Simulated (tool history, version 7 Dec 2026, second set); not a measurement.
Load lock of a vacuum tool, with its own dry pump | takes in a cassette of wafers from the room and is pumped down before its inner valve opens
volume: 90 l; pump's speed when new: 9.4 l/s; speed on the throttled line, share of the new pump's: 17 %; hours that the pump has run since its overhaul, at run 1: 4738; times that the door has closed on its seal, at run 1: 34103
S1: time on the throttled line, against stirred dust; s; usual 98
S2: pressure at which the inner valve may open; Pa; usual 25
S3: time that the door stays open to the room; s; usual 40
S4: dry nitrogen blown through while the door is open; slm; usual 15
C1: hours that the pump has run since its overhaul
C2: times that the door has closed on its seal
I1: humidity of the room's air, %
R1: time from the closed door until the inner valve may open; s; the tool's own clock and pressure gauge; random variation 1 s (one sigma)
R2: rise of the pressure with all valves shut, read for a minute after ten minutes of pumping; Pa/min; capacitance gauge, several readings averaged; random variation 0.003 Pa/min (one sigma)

run 1 hour=0.0 | S1=98 S2=25 S3=40 S4=15 | C1=4738 C2=34103 | I1=44.6 | R1=161.8 R2=0.177
run 2 hour=76.9 | S1=98 S2=25 S3=40 S4=15 | C1=4815 C2=34476 | I1=48.5 | R1=164.1 R2=0.179
run 3 hour=184.9 | S1=98 S2=25 S3=76 S4=15 | C1=4923 C2=35001 | I1=42.9 | R1=165.4 R2=0.191
run 4 hour=312.1 | S1=98 S2=25 S3=76 S4=15 | C1=5050 C2=35620 | I1=43.4 | R1=163.2 R2=0.194
run 5 hour=432.7 | S1=98 S2=25 S3=76 S4=15 | C1=5171 C2=36206 | I1=45.7 | R1=163.3 R2=0.200
run 6 hour=572.2 | S1=98 S2=25 S3=40 S4=15 | C1=5310 C2=36884 | I1=42.5 | R1=163.4 R2=0.195
run 7 hour=731.4 | S1=98 S2=25 S3=54 S4=15 | C1=5469 C2=37657 | I1=48.3 | R1=163.6 R2=0.212
run 8 hour=897.5 | S1=98 S2=25 S3=40 S4=15 | C1=5635 C2=38465 | I1=43.6 | R1=162.7 R2=0.205
run 9 hour=986.7 | S1=98 S2=25 S3=40 S4=44 | C1=5725 C2=38898 | I1=44.7 | R1=162.8 R2=0.202
run 10 hour=1153.8 | S1=98 S2=25 S3=40 S4=44 | C1=5892 C2=39710 | I1=46.6 | R1=165.3 R2=0.208
run 11 hour=1285.1 | S1=98 S2=25 S3=40 S4=44 | C1=6023 C2=40349 | I1=45.9 | R1=164.1 R2=0.206
run 12 hour=1386.8 | S1=98 S2=25 S3=40 S4=44 | C1=6125 C2=40843 | I1=43.4 | R1=166.3 R2=0.210
run 13 hour=1485.7 | S1=98 S2=25 S3=40 S4=44 | C1=6224 C2=41324 | I1=46.6 | R1=164.0 R2=0.220
run 14 hour=1636.9 | S1=98 S2=25 S3=40 S4=44 | C1=6375 C2=42059 | I1=44.1 | R1=164.9 R2=0.220
run 15 hour=1752.1 | S1=98 S2=25 S3=40 S4=44 | C1=6490 C2=42619 | I1=44.9 | R1=165.0 R2=0.223
run 16 hour=1889.4 | S1=98 S2=25 S3=40 S4=44 | C1=6627 C2=43286 | I1=47.7 | R1=165.0 R2=0.227
run 17 hour=1957.3 | S1=98 S2=25 S3=40 S4=11 | C1=6695 C2=43616 | I1=47.3 | R1=165.9 R2=0.255
run 18 hour=2028.3 | S1=98 S2=25 S3=40 S4=11 | C1=6766 C2=43961 | I1=42.7 | R1=163.4 R2=0.250
run 19 hour=2174.3 | S1=177 S2=22 S3=40 S4=11 | C1=6912 C2=44671 | I1=48.2 | R1=227.6 R2=0.259
run 20 hour=2293.6 | S1=177 S2=21 S3=40 S4=34 | C1=7031 C2=45250 | I1=47.6 | R1=230.3 R2=0.245
run 21 hour=2450.6 | S1=148 S2=25 S3=163 S4=15 | C1=7188 C2=46014 | I1=44.2 | R1=204.9 R2=0.284
run 22 hour=2542.1 | S1=51 S2=22 S3=49 S4=11 | C1=7280 C2=46458 | I1=44.1 | R1=126.7 R2=0.272
run 23 hour=2637.0 | S1=99 S2=25 S3=40 S4=15 | C1=7375 C2=46920 | I1=42.2 | R1=165.2 R2=0.273
run 24 hour=2717.8 | S1=196 S2=38 S3=88 S4=12 | C1=7456 C2=47312 | I1=48.4 | R1=240.9 R2=0.298
run 25 hour=2869.7 | S1=196 S2=38 S3=88 S4=12 | C1=7608 C2=48051 | I1=42.1 | R1=240.9 R2=0.285
run 26 hour=3017.1 | S1=196 S2=38 S3=88 S4=12 | C1=7755 C2=48767 | I1=46.7 | R1=242.7 R2=0.305
run 27 hour=3133.0 | S1=147 S2=23 S3=40 S4=15 | C1=7871 C2=49330 | I1=46.2 | R1=206.3 R2=0.291
run 28 hour=3264.5 | S1=147 S2=23 S3=40 S4=15 | C1=8002 C2=49969 | I1=44.6 | R1=205.3 R2=0.300
run 29 hour=3427.6 | S1=98 S2=25 S3=51 S4=9 | C1=8165 C2=50762 | I1=44.4 | R1=165.0 R2=0.313
run 30 hour=3592.8 | S1=98 S2=25 S3=142 S4=9 | C1=8331 C2=51565 | I1=43.1 | R1=165.7 R2=0.341
run 31 hour=3677.3 | S1=98 S2=25 S3=142 S4=9 | C1=8415 C2=51976 | I1=44.9 | R1=165.7 R2=0.350
run 32 hour=3763.3 | S1=98 S2=37 S3=44 S4=28 | C1=8501 C2=52394 | I1=42.6 | R1=161.6 R2=0.311
run 33 hour=3919.6 | S1=98 S2=35 S3=31 S4=28 | C1=8657 C2=53153 | I1=44.1 | R1=162.9 R2=0.304
run 34 hour=3990.1 | S1=145 S2=43 S3=45 S4=28 | C1=8728 C2=53496 | I1=45.6 | R1=202.1 R2=0.315
run 35 hour=4144.5 | S1=145 S2=43 S3=45 S4=28 | C1=8882 C2=54247 | I1=44.7 | R1=198.5 R2=0.326
run 36 hour=4277.6 | S1=145 S2=43 S3=45 S4=28 | C1=9015 C2=54894 | I1=42.2 | R1=198.7 R2=0.330

Measured less the same run without the tool's hidden state. The same run-to-run variation is in both; the gauge's scatter may not be:
The hidden state here: pump's speed, % of a new pump's; leak at the door's seal, Pa l/s; drift of the gauge itself on ready_s, %; drift of the gauge itself on rise_pa_min, %.
run=1 R1=+2.1 R2=+0.143
run=2 R1=+2.3 R2=+0.144
run=3 R1=+2.3 R2=+0.148
run=4 R1=+2.3 R2=+0.154
run=5 R1=+2.4 R2=+0.157
run=6 R1=+2.5 R2=+0.159
run=7 R1=+2.6 R2=+0.169
run=8 R1=+2.7 R2=+0.172
run=9 R1=+2.7 R2=+0.179
run=10 R1=+2.9 R2=+0.181
run=11 R1=+2.9 R2=+0.188
run=12 R1=+3.0 R2=+0.190
run=13 R1=+3.0 R2=+0.198
run=14 R1=+3.1 R2=+0.204
run=15 R1=+3.2 R2=+0.207
run=16 R1=+3.3 R2=+0.212
run=17 R1=+3.4 R2=+0.213
run=18 R1=+3.4 R2=+0.214
run=19 R1=+2.8 R2=+0.219
run=20 R1=+2.9 R2=+0.220
run=21 R1=+3.2 R2=+0.228
run=22 R1=+4.2 R2=+0.231
run=23 R1=+3.8 R2=+0.241
run=24 R1=+2.6 R2=+0.241
run=25 R1=+2.6 R2=+0.245
run=26 R1=+2.7 R2=+0.251
run=27 R1=+3.7 R2=+0.257
run=28 R1=+3.8 R2=+0.263
run=29 R1=+4.2 R2=+0.269
run=30 R1=+4.4 R2=+0.274
run=31 R1=+4.5 R2=+0.283
run=32 R1=+4.4 R2=+0.284
run=33 R1=+4.4 R2=+0.289
run=34 R1=+3.7 R2=+0.290
run=35 R1=+3.7 R2=+0.301
run=36 R1=+3.8 R2=+0.306
